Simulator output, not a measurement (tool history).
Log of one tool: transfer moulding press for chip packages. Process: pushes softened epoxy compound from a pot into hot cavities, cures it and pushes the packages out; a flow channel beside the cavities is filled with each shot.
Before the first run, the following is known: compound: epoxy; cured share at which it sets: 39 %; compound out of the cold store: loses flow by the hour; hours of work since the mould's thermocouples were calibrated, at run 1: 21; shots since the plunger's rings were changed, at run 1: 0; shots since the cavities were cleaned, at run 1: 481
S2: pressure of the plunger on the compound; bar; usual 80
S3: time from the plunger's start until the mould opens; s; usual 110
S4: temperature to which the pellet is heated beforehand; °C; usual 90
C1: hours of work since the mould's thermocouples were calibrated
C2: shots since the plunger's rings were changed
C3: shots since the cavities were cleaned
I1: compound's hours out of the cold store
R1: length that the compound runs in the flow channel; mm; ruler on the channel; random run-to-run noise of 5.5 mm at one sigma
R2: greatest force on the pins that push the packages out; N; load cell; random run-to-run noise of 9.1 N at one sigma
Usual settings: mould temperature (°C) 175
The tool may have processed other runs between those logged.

run 1 hour=0 | mould_temperature_(°C)=175 S2=80 S3=110 S4=90 | C1=21 C2=0 C3=481 | I1=40.5 | R1=558 R2=808
run 2 hour=4.8 | mould_temperature_(°C)=175 S2=80 S3=110 S4=90 | C1=23 C2=45 C3=526 | I1=21.9 | R1=601 R2=798
run 3 hour=11.1 | mould_temperature_(°C)=175 S2=80 S3=110 S4=90 | C1=27 C2=105 C3=586 | I1=14.1 | R1=621 R2=816
run 4 hour=16.7 | mould_temperature_(°C)=175 S2=65.5 S3=110 S4=90 | C1=30 C2=157 C3=638 | I1=15.6 | R1=562 R2=812
run 5 hour=23.1 | mould_temperature_(°C)=169 S2=80 S3=110 S4=90 | C1=34 C2=218 C3=699 | I1=10.3 | R1=657 R2=1231
run 6 hour=32.5 | mould_temperature_(°C)=169 S2=80 S3=110 S4=90 | C1=39 C2=307 C3=788 | I1=19.2 | R1=630 R2=1207
run 7 hour=39.1 | mould_temperature_(°C)=169 S2=80 S3=110 S4=90 | C1=43 C2=369 C3=850 | I1=8.1 | R1=648 R2=1242
run 8 hour=47.7 | mould_temperature_(°C)=178 S2=80 S3=110 S4=90 | C1=48 C2=450 C3=931 | I1=8.2 | R1=627 R2=809
run 9 hour=56.5 | mould_temperature_(°C)=178 S2=80 S3=110 S4=90 | C1=53 C2=533 C3=1014 | I1=33.6 | R1=559 R2=806
run 10 hour=60.9 | mould_temperature_(°C)=178 S2=80 S3=110 S4=90 | C1=55 C2=575 C3=1056 | I1=34.5 | R1=559 R2=797
-- hour=63.9 cavities cleaned with cleaning compound and waxed
run 11 hour=68 | mould_temperature_(°C)=178 S2=80 S3=110 S4=90 | C1=58 C2=628 C3=39 | I1=15.7 | R1=606 R2=913
run 12 hour=74.4 | mould_temperature_(°C)=178 S2=80 S3=109 S4=90 | C1=62 C2=688 C3=99 | I1=27.2 | R1=587 R2=898
run 13 hour=78.7 | mould_temperature_(°C)=175 S2=80 S3=110 S4=91 | C1=64 C2=729 C3=140 | I1=42.6 | R1=547 R2=933
run 14 hour=86.9 | mould_temperature_(°C)=175 S2=80 S3=110 S4=91 | C1=69 C2=806 C3=217 | I1=23.2 | R1=595 R2=910
run 15 hour=93.4 | mould_temperature_(°C)=175 S2=80 S3=110 S4=91 | C1=72 C2=867 C3=278 | I1=22.9 | R1=588 R2=899
run 16 hour=98.2 | mould_temperature_(°C)=173 S2=65.5 S3=105 S4=84 | C1=75 C2=913 C3=324 | I1=11.7 | R1=561 R2=1098
run 17 hour=107.6 | mould_temperature_(°C)=173 S2=65.5 S3=105 S4=84 | C1=80 C2=1001 C3=412 | I1=22.4 | R1=541 R2=1041
-- hour=110.6 cavities cleaned with cleaning compound and waxed, once more
run 18 hour=116.5 | mould_temperature_(°C)=173 S2=65.5 S3=122 S4=83 | C1=85 C2=1071 C3=56 | I1=43.8 | R1=499 R2=472
run 19 hour=124.7 | mould_temperature_(°C)=173 S2=65.5 S3=122 S4=83 | C1=89 C2=1148 C3=133 | I1=18.2 | R1=551 R2=593
run 20 hour=132.3 | mould_temperature_(°C)=175 S2=65.5 S3=122 S4=83 | C1=94 C2=1220 C3=205 | I1=41.5 | R1=490 R2=598
run 21 hour=137 | mould_temperature_(°C)=173 S2=80.6 S3=148 S4=98 | C1=96 C2=1265 C3=250 | I1=23.1 | R1=598 R2=606
run 22 hour=142 | mould_temperature_(°C)=173 S2=80.6 S3=148 S4=98 | C1=99 C2=1312 C3=297 | I1=40.6 | R1=565 R2=610
run 23 hour=148.7 | mould_temperature_(°C)=173 S2=80.6 S3=148 S4=98 | C1=103 C2=1374 C3=359 | I1=46.6 | R1=547 R2=667
run 24 hour=153.3 | mould_temperature_(°C)=173 S2=80.6 S3=148 S4=98 | C1=105 C2=1418 C3=403 | I1=19.2 | R1=606 R2=683
run 25 hour=158.6 | mould_temperature_(°C)=181 S2=64.8 S3=131 S4=90 | C1=108 C2=1468 C3=453 | I1=42.8 | R1=471 R2=694
run 26 hour=168.2 | mould_temperature_(°C)=181 S2=64.8 S3=131 S4=92 | C1=114 C2=1559 C3=544 | I1=45.7 | R1=469 R2=689
run 27 hour=175.3 | mould_temperature_(°C)=175 S2=76.8 S3=110 S4=90 | C1=118 C2=1626 C3=611 | I1=46.4 | R1=528 R2=815
run 28 hour=181.8 | mould_temperature_(°C)=167 S2=83.1 S3=137 S4=89 | C1=121 C2=1687 C3=672 | I1=11 | R1=655 R2=920
run 29 hour=186.6 | mould_temperature_(°C)=181 S2=80 S3=110 S4=90 | C1=124 C2=1732 C3=717 | I1=35.4 | R1=540 R2=764

Predict each of these 3 candidate next runs independently; none follows another, all start after run 29:
run A hour=197.1 | mould_temperature_(°C)=181 S2=88.9 S3=95 S4=90 | C1=130 C2=1831 C3=816 | I1=44.5 | R1=? R2=?
run B hour=197.1 | mould_temperature_(°C)=181 S2=66.8 S3=110 S4=96 | C1=130 C2=1831 C3=816 | I1=24.6 | R1=? R2=?
run C hour=197.1 | mould_temperature_(°C)=175 S2=87.9 S3=110 S4=90 | C1=130 C2=1831 C3=816 | I1=9.5 | R1=? R2=?

run=A R1=550 R2=775
run=B R1=511 R2=757
run=C R1=654 R2=852
Without the tool's unlogged condition, the same runs would have read:
run=A R1=564 R2=376
run=B R1=524 R2=370
run=C R1=670 R2=418
